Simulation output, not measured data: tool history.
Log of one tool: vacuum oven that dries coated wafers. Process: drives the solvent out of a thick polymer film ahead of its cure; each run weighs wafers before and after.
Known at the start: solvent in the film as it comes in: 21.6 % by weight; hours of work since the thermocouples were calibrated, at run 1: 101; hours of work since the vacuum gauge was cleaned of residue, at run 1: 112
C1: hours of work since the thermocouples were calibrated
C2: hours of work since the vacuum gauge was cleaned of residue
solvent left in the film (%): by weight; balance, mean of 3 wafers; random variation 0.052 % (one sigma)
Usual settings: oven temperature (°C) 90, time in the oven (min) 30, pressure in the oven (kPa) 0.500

{"run": 1, "hour": 0.0, "oven temperature (°C)": 90, "time in the oven (min)": 30, "pressure in the oven (kPa)": 0.5, "C1": 101, "C2": 112, "solvent left in the film (%)": 1.4}
{"run": 2, "hour": 9.0, "oven temperature (°C)": 90, "time in the oven (min)": 30, "pressure in the oven (kPa)": 0.5, "C1": 105, "C2": 117, "solvent left in the film (%)": 1.28}
{"run": 3, "hour": 22.9, "oven temperature (°C)": 90, "time in the oven (min)": 30, "pressure in the oven (kPa)": 0.356, "C1": 111, "C2": 123, "solvent left in the film (%)": 1.39}
{"run": 4, "hour": 37.4, "oven temperature (°C)": 90, "time in the oven (min)": 30, "pressure in the oven (kPa)": 0.356, "C1": 118, "C2": 130, "solvent left in the film (%)": 1.37}
{"run": 5, "hour": 44.2, "oven temperature (°C)": 90, "time in the oven (min)": 30, "pressure in the oven (kPa)": 0.356, "C1": 121, "C2": 133, "solvent left in the film (%)": 1.37}
{"run": 6, "hour": 52.9, "oven temperature (°C)": 90, "time in the oven (min)": 30, "pressure in the oven (kPa)": 0.356, "C1": 125, "C2": 137, "solvent left in the film (%)": 1.4}
{"run": 7, "hour": 66.8, "oven temperature (°C)": 90, "time in the oven (min)": 30, "pressure in the oven (kPa)": 0.356, "C1": 131, "C2": 143, "solvent left in the film (%)": 1.3}
{"run": 8, "hour": 76.9, "oven temperature (°C)": 90, "time in the oven (min)": 30, "pressure in the oven (kPa)": 0.356, "C1": 136, "C2": 148, "solvent left in the film (%)": 1.28}
{"run": 9, "hour": 89.6, "oven temperature (°C)": 90, "time in the oven (min)": 40, "pressure in the oven (kPa)": 0.5, "C1": 142, "C2": 153, "solvent left in the film (%)": 0.79}
{"run": 10, "hour": 100.4, "oven temperature (°C)": 90, "time in the oven (min)": 40, "pressure in the oven (kPa)": 0.5, "C1": 147, "C2": 158, "solvent left in the film (%)": 0.82}
{"run": 11, "hour": 108.5, "oven temperature (°C)": 90, "time in the oven (min)": 30, "pressure in the oven (kPa)": 0.5, "C1": 151, "C2": 162, "solvent left in the film (%)": 1.49}
{"run": 12, "hour": 118.8, "oven temperature (°C)": 90, "time in the oven (min)": 30, "pressure in the oven (kPa)": 0.5, "C1": 155, "C2": 167, "solvent left in the film (%)": 1.53}
{"run": 13, "hour": 131.8, "oven temperature (°C)": 81, "time in the oven (min)": 30, "pressure in the oven (kPa)": 0.5, "C1": 161, "C2": 173, "solvent left in the film (%)": 4.59}
{"run": 14, "hour": 146.0, "oven temperature (°C)": 79, "time in the oven (min)": 30, "pressure in the oven (kPa)": 0.5, "C1": 168, "C2": 179, "solvent left in the film (%)": 5.36}
{"run": 15, "hour": 157.3, "oven temperature (°C)": 79, "time in the oven (min)": 30, "pressure in the oven (kPa)": 0.5, "C1": 173, "C2": 184, "solvent left in the film (%)": 5.31}
{"run": 16, "hour": 168.4, "oven temperature (°C)": 79, "time in the oven (min)": 30, "pressure in the oven (kPa)": 0.5, "C1": 178, "C2": 189, "solvent left in the film (%)": 5.49}
{"run": 17, "hour": 183.1, "oven temperature (°C)": 79, "time in the oven (min)": 30, "pressure in the oven (kPa)": 0.5, "C1": 185, "C2": 196, "solvent left in the film (%)": 5.53}
{"run": 18, "hour": 194.5, "oven temperature (°C)": 79, "time in the oven (min)": 30, "pressure in the oven (kPa)": 0.5, "C1": 190, "C2": 201, "solvent left in the film (%)": 5.67}
{"run": 19, "hour": 207.1, "oven temperature (°C)": 79, "time in the oven (min)": 30, "pressure in the oven (kPa)": 0.5, "C1": 196, "C2": 207, "solvent left in the film (%)": 5.6}
{"run": 20, "hour": 214.6, "oven temperature (°C)": 79, "time in the oven (min)": 30, "pressure in the oven (kPa)": 0.5, "C1": 199, "C2": 210, "solvent left in the film (%)": 5.49}
{"run": 21, "hour": 227.6, "oven temperature (°C)": 90, "time in the oven (min)": 28, "pressure in the oven (kPa)": 1.128, "C1": 205, "C2": 216, "solvent left in the film (%)": 2.07}
{"run": 22, "hour": 235.7, "oven temperature (°C)": 90, "time in the oven (min)": 28, "pressure in the oven (kPa)": 1.128, "C1": 209, "C2": 220, "solvent left in the film (%)": 2.13}
{"run": 23, "hour": 247.9, "oven temperature (°C)": 90, "time in the oven (min)": 43, "pressure in the oven (kPa)": 1.095, "C1": 214, "C2": 226, "solvent left in the film (%)": 1.27}
{"run": 24, "hour": 259.3, "oven temperature (°C)": 78, "time in the oven (min)": 22, "pressure in the oven (kPa)": 0.5, "C1": 219, "C2": 231, "solvent left in the film (%)": 8.04}
{"run": 25, "hour": 271.3, "oven temperature (°C)": 90, "time in the oven (min)": 31, "pressure in the oven (kPa)": 0.692, "C1": 225, "C2": 236, "solvent left in the film (%)": 1.53}
{"run": 26, "hour": 278.3, "oven temperature (°C)": 90, "time in the oven (min)": 23, "pressure in the oven (kPa)": 0.692, "C1": 228, "C2": 239, "solvent left in the film (%)": 2.66}
{"run": 27, "hour": 292.3, "oven temperature (°C)": 77, "time in the oven (min)": 40, "pressure in the oven (kPa)": 1.942, "C1": 234, "C2": 246, "solvent left in the film (%)": 6.18}
{"run": 28, "hour": 300.5, "oven temperature (°C)": 104, "time in the oven (min)": 30, "pressure in the oven (kPa)": 0.5, "C1": 238, "C2": 250, "solvent left in the film (%)": 0.2}
{"run": 29, "hour": 313.7, "oven temperature (°C)": 91, "time in the oven (min)": 30, "pressure in the oven (kPa)": 0.515, "C1": 244, "C2": 256, "solvent left in the film (%)": 1.33}
{"run": 30, "hour": 324.4, "oven temperature (°C)": 91, "time in the oven (min)": 30, "pressure in the oven (kPa)": 0.515, "C1": 249, "C2": 260, "solvent left in the film (%)": 1.21}
{"run": 31, "hour": 336.0, "oven temperature (°C)": 91, "time in the oven (min)": 21, "pressure in the oven (kPa)": 0.515, "C1": 254, "C2": 266, "solvent left in the film (%)": 2.62}
{"run": 32, "hour": 345.9, "oven temperature (°C)": 87, "time in the oven (min)": 30, "pressure in the oven (kPa)": 0.5, "C1": 259, "C2": 270, "solvent left in the film (%)": 2.34}
{"run": 33, "hour": 353.8, "oven temperature (°C)": 78, "time in the oven (min)": 31, "pressure in the oven (kPa)": 1.058, "C1": 262, "C2": 274, "solvent left in the film (%)": 6.5}
{"run": 34, "hour": 368.4, "oven temperature (°C)": 78, "time in the oven (min)": 31, "pressure in the oven (kPa)": 1.058, "C1": 269, "C2": 281, "solvent left in the film (%)": 6.49}

The next listed run, before its measurement:
{"run": 35, "hour": 376.6, "oven temperature (°C)": 78, "time in the oven (min)": 31, "pressure in the oven (kPa)": 1.058, "C1": 273, "C2": 284, "solvent left in the film (%)": "?"}

solvent left in the film (%): 6.38
Without the tool's hidden state the same run would have given solvent left in the film (%) 5.95.
